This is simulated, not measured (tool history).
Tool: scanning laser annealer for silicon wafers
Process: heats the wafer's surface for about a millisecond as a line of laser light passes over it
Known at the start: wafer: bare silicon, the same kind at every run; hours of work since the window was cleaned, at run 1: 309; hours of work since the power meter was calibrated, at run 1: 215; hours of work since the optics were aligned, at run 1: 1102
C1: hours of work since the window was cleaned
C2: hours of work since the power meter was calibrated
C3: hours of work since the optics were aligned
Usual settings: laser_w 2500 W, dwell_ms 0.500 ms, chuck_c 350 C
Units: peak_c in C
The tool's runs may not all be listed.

run 1 hour=0.0 | laser_w=2500 dwell_ms=0.500 chuck_c=350 | C1=309 C2=215 C3=1102 | peak_c=1091
run 2 hour=26.5 | laser_w=2675 dwell_ms=0.500 chuck_c=350 | C1=326 C2=232 C3=1120 | peak_c=1154
run 3 hour=73.0 | laser_w=2675 dwell_ms=0.500 chuck_c=350 | C1=357 C2=263 C3=1151 | peak_c=1154
run 4 hour=117.5 | laser_w=2500 dwell_ms=0.500 chuck_c=350 | C1=387 C2=293 C3=1181 | peak_c=1094
run 5 hour=150.2 | laser_w=2500 dwell_ms=0.500 chuck_c=350 | C1=409 C2=315 C3=1203 | peak_c=1091
run 6 hour=177.7 | laser_w=2481 dwell_ms=0.500 chuck_c=350 | C1=428 C2=334 C3=1221 | peak_c=1081
run 7 hour=209.4 | laser_w=2481 dwell_ms=0.500 chuck_c=350 | C1=449 C2=355 C3=1243 | peak_c=1078
run 8 hour=237.2 | laser_w=2481 dwell_ms=0.500 chuck_c=350 | C1=467 C2=373 C3=1261 | peak_c=1078
run 9 hour=273.5 | laser_w=2501 dwell_ms=0.500 chuck_c=350 | C1=492 C2=398 C3=1286 | peak_c=1083
run 10 hour=316.6 | laser_w=2501 dwell_ms=0.500 chuck_c=350 | C1=520 C2=427 C3=1314 | peak_c=1085
run 11 hour=341.4 | laser_w=2501 dwell_ms=0.500 chuck_c=350 | C1=537 C2=443 C3=1331 | peak_c=1081
run 12 hour=387.4 | laser_w=2500 dwell_ms=0.500 chuck_c=350 | C1=568 C2=474 C3=1362 | peak_c=1081
run 13 hour=416.7 | laser_w=2500 dwell_ms=0.500 chuck_c=350 | C1=588 C2=494 C3=1381 | peak_c=1078
run 14 hour=445.4 | laser_w=2440 dwell_ms=0.500 chuck_c=350 | C1=607 C2=513 C3=1401 | peak_c=1057
run 15 hour=496.2 | laser_w=2440 dwell_ms=0.500 chuck_c=350 | C1=641 C2=547 C3=1435 | peak_c=1059
run 16 hour=532.5 | laser_w=2440 dwell_ms=0.500 chuck_c=350 | C1=665 C2=571 C3=1459 | peak_c=1053
run 17 hour=564.0 | laser_w=2440 dwell_ms=0.500 chuck_c=350 | C1=686 C2=592 C3=1480 | peak_c=1053
run 18 hour=597.0 | laser_w=2686 dwell_ms=0.500 chuck_c=364 | C1=708 C2=614 C3=1502 | peak_c=1150
run 19 hour=648.2 | laser_w=2500 dwell_ms=0.369 chuck_c=342 | C1=743 C2=649 C3=1536 | peak_c=969
run 20 hour=687.8 | laser_w=2587 dwell_ms=0.549 chuck_c=377 | C1=769 C2=675 C3=1563 | peak_c=1159
-- hour=705.2 optics aligned, line set to its width
-- hour=711.3 window over the wafer cleaned
run 21 hour=747.1 | laser_w=2577 dwell_ms=0.500 chuck_c=350 | C1=24 C2=710 C3=27 | peak_c=1147
run 22 hour=795.2 | laser_w=2281 dwell_ms=0.379 chuck_c=350 | C1=56 C2=742 C3=59 | peak_c=955
run 23 hour=818.4 | laser_w=2281 dwell_ms=0.379 chuck_c=350 | C1=72 C2=758 C3=75 | peak_c=955
run 24 hour=842.5 | laser_w=2500 dwell_ms=0.387 chuck_c=350 | C1=88 C2=774 C3=91 | peak_c=1031
run 25 hour=883.9 | laser_w=2500 dwell_ms=0.529 chuck_c=350 | C1=116 C2=802 C3=118 | peak_c=1133
run 26 hour=927.1 | laser_w=2500 dwell_ms=0.529 chuck_c=327 | C1=145 C2=831 C3=147 | peak_c=1110
run 27 hour=967.6 | laser_w=2336 dwell_ms=0.500 chuck_c=321 | C1=172 C2=858 C3=174 | peak_c=1020
run 28 hour=1005.2 | laser_w=2298 dwell_ms=0.619 chuck_c=363 | C1=197 C2=883 C3=200 | peak_c=1114
run 29 hour=1053.9 | laser_w=2645 dwell_ms=0.387 chuck_c=379 | C1=229 C2=916 C3=232 | peak_c=1098
run 30 hour=1084.3 | laser_w=2645 dwell_ms=0.387 chuck_c=379 | C1=250 C2=936 C3=253 | peak_c=1100
run 31 hour=1108.0 | laser_w=2214 dwell_ms=0.579 chuck_c=334 | C1=266 C2=952 C3=268 | peak_c=1032
run 32 hour=1144.8 | laser_w=2214 dwell_ms=0.579 chuck_c=334 | C1=290 C2=977 C3=293 | peak_c=1032
run 33 hour=1168.2 | laser_w=2500 dwell_ms=0.360 chuck_c=359 | C1=306 C2=992 C3=309 | peak_c=1006

3 ways to go on from here, each from the tool as it stands after run 33. What would each give?
run A hour=1206.2 | laser_w=2336 dwell_ms=0.472 chuck_c=379 | C1=331 C2=1018 C3=334 | peak_c=?
run B hour=1206.2 | laser_w=2360 dwell_ms=0.583 chuck_c=324 | C1=331 C2=1018 C3=334 | peak_c=?
run C hour=1206.2 | laser_w=2500 dwell_ms=0.500 chuck_c=376 | C1=331 C2=1018 C3=334 | peak_c=?

run=A peak_c=1056
run=B peak_c=1080
run=C peak_c=1129
Without the tool's hidden state the same runs would have given:
run=A peak_c=1079
run=B peak_c=1106
run=C peak_c=1155
